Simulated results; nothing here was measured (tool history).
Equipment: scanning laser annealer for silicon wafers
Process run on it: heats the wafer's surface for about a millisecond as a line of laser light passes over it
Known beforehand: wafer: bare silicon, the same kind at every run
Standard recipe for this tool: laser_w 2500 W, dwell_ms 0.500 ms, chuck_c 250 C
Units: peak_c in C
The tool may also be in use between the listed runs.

run 1 hour=0.0 | laser_w=2500 dwell_ms=0.500 chuck_c=250 | peak_c=1024
run 2 hour=5.9 | laser_w=2500 dwell_ms=0.500 chuck_c=250 | peak_c=1018
run 3 hour=14.2 | laser_w=2682 dwell_ms=0.500 chuck_c=250 | peak_c=1075
run 4 hour=24.4 | laser_w=2682 dwell_ms=0.500 chuck_c=250 | peak_c=1078
-- hour=30.0 optics aligned, line set to its width
run 5 hour=35.8 | laser_w=2682 dwell_ms=0.500 chuck_c=250 | peak_c=1069
run 6 hour=44.7 | laser_w=2682 dwell_ms=0.500 chuck_c=250 | peak_c=1069
run 7 hour=53.6 | laser_w=2682 dwell_ms=0.500 chuck_c=250 | peak_c=1070
run 8 hour=59.1 | laser_w=2595 dwell_ms=0.352 chuck_c=236 | peak_c=885
-- hour=65.3 optics aligned, line set to its width, once more
run 9 hour=70.9 | laser_w=2140 dwell_ms=0.500 chuck_c=250 | peak_c=914
run 10 hour=80.3 | laser_w=2140 dwell_ms=0.458 chuck_c=219 | peak_c=848
run 11 hour=88.6 | laser_w=2140 dwell_ms=0.458 chuck_c=219 | peak_c=847
run 12 hour=93.8 | laser_w=2534 dwell_ms=0.425 chuck_c=235 | peak_c=949
run 13 hour=98.7 | laser_w=2534 dwell_ms=0.425 chuck_c=235 | peak_c=949

Consider 3 possible next runs. They are alternatives, not a sequence: every one starts from the tool as it was left by run 13. What does each give?
run A hour=109.3 | laser_w=2531 dwell_ms=0.425 chuck_c=220 | peak_c=?
run B hour=109.3 | laser_w=2500 dwell_ms=0.495 chuck_c=283 | peak_c=?
run C hour=109.3 | laser_w=2277 dwell_ms=0.447 chuck_c=235 | peak_c=?

run=A peak_c=933
run=B peak_c=1052
run=C peak_c=894
Without the tool's unlogged condition, the same runs would have read:
run=A peak_c=961
run=B peak_c=1082
run=C peak_c=920

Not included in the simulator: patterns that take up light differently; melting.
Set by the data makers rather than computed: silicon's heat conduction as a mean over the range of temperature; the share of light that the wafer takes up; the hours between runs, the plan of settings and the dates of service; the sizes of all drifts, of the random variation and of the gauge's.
